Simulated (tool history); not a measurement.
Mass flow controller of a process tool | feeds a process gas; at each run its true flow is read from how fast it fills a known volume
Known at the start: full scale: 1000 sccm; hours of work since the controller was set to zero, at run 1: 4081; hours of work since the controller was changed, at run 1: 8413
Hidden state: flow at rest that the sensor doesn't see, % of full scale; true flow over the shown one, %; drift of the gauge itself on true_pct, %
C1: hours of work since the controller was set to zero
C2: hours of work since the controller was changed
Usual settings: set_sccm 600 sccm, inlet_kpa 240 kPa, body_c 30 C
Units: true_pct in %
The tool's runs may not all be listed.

run 1 hour=0 | set_sccm=600 inlet_kpa=240 body_c=30 | C1=4081 C2=8413 | true_pct=94.4
-- hour=219.1 controller's zero set anew
run 2 hour=284.7 | set_sccm=600 inlet_kpa=240 body_c=30 | C1=43 C2=8598 | true_pct=96.11
run 3 hour=492.2 | set_sccm=600 inlet_kpa=178 body_c=30 | C1=178 C2=8733 | true_pct=96.22
run 4 hour=819.9 | set_sccm=600 inlet_kpa=240 body_c=30 | C1=392 C2=8947 | true_pct=95.94
run 5 hour=1062.2 | set_sccm=600 inlet_kpa=240 body_c=30 | C1=549 C2=9105 | true_pct=95.73
run 6 hour=1371.5 | set_sccm=600 inlet_kpa=240 body_c=30 | C1=751 C2=9306 | true_pct=95.57
run 7 hour=1549.5 | set_sccm=600 inlet_kpa=240 body_c=30 | C1=867 C2=9422 | true_pct=95.49
run 8 hour=1773.4 | set_sccm=600 inlet_kpa=240 body_c=30 | C1=1013 C2=9568 | true_pct=95.42
run 9 hour=1930.2 | set_sccm=773 inlet_kpa=240 body_c=30 | C1=1115 C2=9670 | true_pct=95.95
run 10 hour=2070.1 | set_sccm=600 inlet_kpa=240 body_c=30 | C1=1206 C2=9761 | true_pct=95.28
run 11 hour=2296.6 | set_sccm=600 inlet_kpa=240 body_c=30 | C1=1354 C2=9909 | true_pct=95.28
run 12 hour=2434.1 | set_sccm=600 inlet_kpa=240 body_c=30 | C1=1443 C2=9999 | true_pct=95.09
run 13 hour=2686.3 | set_sccm=600 inlet_kpa=240 body_c=30 | C1=1608 C2=10163 | true_pct=94.99
run 14 hour=2821.8 | set_sccm=600 inlet_kpa=240 body_c=30 | C1=1696 C2=10251 | true_pct=94.95
run 15 hour=3025.9 | set_sccm=600 inlet_kpa=240 body_c=30 | C1=1829 C2=10384 | true_pct=94.68
run 16 hour=3215.9 | set_sccm=182 inlet_kpa=240 body_c=33 | C1=1953 C2=10508 | true_pct=91.47
run 17 hour=3456.7 | set_sccm=110 inlet_kpa=148 body_c=32 | C1=2110 C2=10665 | true_pct=89.51
run 18 hour=3652.6 | set_sccm=791 inlet_kpa=240 body_c=32 | C1=2238 C2=10793 | true_pct=95.08

Run 19 comes next. What will it give?
run 19 hour=3888.4 | set_sccm=110 inlet_kpa=240 body_c=30 | C1=2391 C2=10946 | true_pct=?

{"run 19": {"true_pct": 88.71}}
Without the tool's hidden state the same run would have given true_pct 97.5 %.
